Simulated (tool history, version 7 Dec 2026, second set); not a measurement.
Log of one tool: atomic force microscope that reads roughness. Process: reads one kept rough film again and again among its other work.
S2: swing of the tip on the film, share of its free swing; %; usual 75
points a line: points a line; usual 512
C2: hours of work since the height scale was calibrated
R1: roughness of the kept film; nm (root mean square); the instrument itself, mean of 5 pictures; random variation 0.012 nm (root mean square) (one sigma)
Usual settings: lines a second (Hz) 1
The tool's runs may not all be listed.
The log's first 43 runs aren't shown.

{"run": 44, "hour": 1480.8, "lines a second (Hz)": 1.44, "S2": 71, "points a line": 447, "pictures with this tip": 75, "C2": 1284, "R1": 2.722}
{"run": 45, "hour": 1517.6, "lines a second (Hz)": 0.67, "S2": 71, "points a line": 277, "pictures with this tip": 124, "C2": 1305, "R1": 2.657}
{"run": 46, "hour": 1543.8, "lines a second (Hz)": 3.99, "S2": 70, "points a line": 512, "pictures with this tip": 159, "C2": 1320, "R1": 2.499}
{"run": 47, "hour": 1584.1, "lines a second (Hz)": 0.8, "S2": 64, "points a line": 259, "pictures with this tip": 213, "C2": 1344, "R1": 2.525}
{"run": 48, "hour": 1610.4, "lines a second (Hz)": 0.8, "S2": 64, "points a line": 259, "pictures with this tip": 247, "C2": 1359, "R1": 2.455}
{"run": 49, "hour": 1637.0, "lines a second (Hz)": 0.8, "S2": 64, "points a line": 259, "pictures with this tip": 283, "C2": 1375, "R1": 2.448}
{"run": 50, "hour": 1679.7, "lines a second (Hz)": 0.8, "S2": 64, "points a line": 259, "pictures with this tip": 340, "C2": 1400, "R1": 2.37}
{"run": 51, "hour": 1706.1, "lines a second (Hz)": 0.8, "S2": 64, "points a line": 259, "pictures with this tip": 375, "C2": 1415, "R1": 2.302}
{"hour": 1713.4, "done": "new tip fitted"}
{"run": 52, "hour": 1730.3, "lines a second (Hz)": 3.78, "S2": 75, "points a line": 872, "pictures with this tip": 22, "C2": 1429, "R1": 2.635}

Forecast each of these 5 alternatives for the next run:
{"run": "A", "hour": 1772.2, "lines a second (Hz)": 3.78, "S2": 89, "points a line": 872, "pictures with this tip": 78, "C2": 1453, "R1": "?"}
{"run": "B", "hour": 1772.2, "lines a second (Hz)": 3.78, "S2": 75, "points a line": 623, "pictures with this tip": 78, "C2": 1453, "R1": "?"}
{"run": "C", "hour": 1772.2, "lines a second (Hz)": 3.78, "S2": 75, "points a line": 983, "pictures with this tip": 78, "C2": 1453, "R1": "?"}
{"run": "D", "hour": 1772.2, "lines a second (Hz)": 0.56, "S2": 75, "points a line": 708, "pictures with this tip": 78, "C2": 1453, "R1": "?"}
{"run": "E", "hour": 1772.2, "lines a second (Hz)": 1.57, "S2": 89, "points a line": 512, "pictures with this tip": 78, "C2": 1453, "R1": "?"}

run=A R1=2.375
run=B R1=2.531
run=C R1=2.552
run=D R1=2.74
run=E R1=2.587
Without the tool's hidden state the same runs would have given:
run=A R1=2.478
run=B R1=2.641
run=C R1=2.663
run=D R1=2.858
run=E R1=2.7
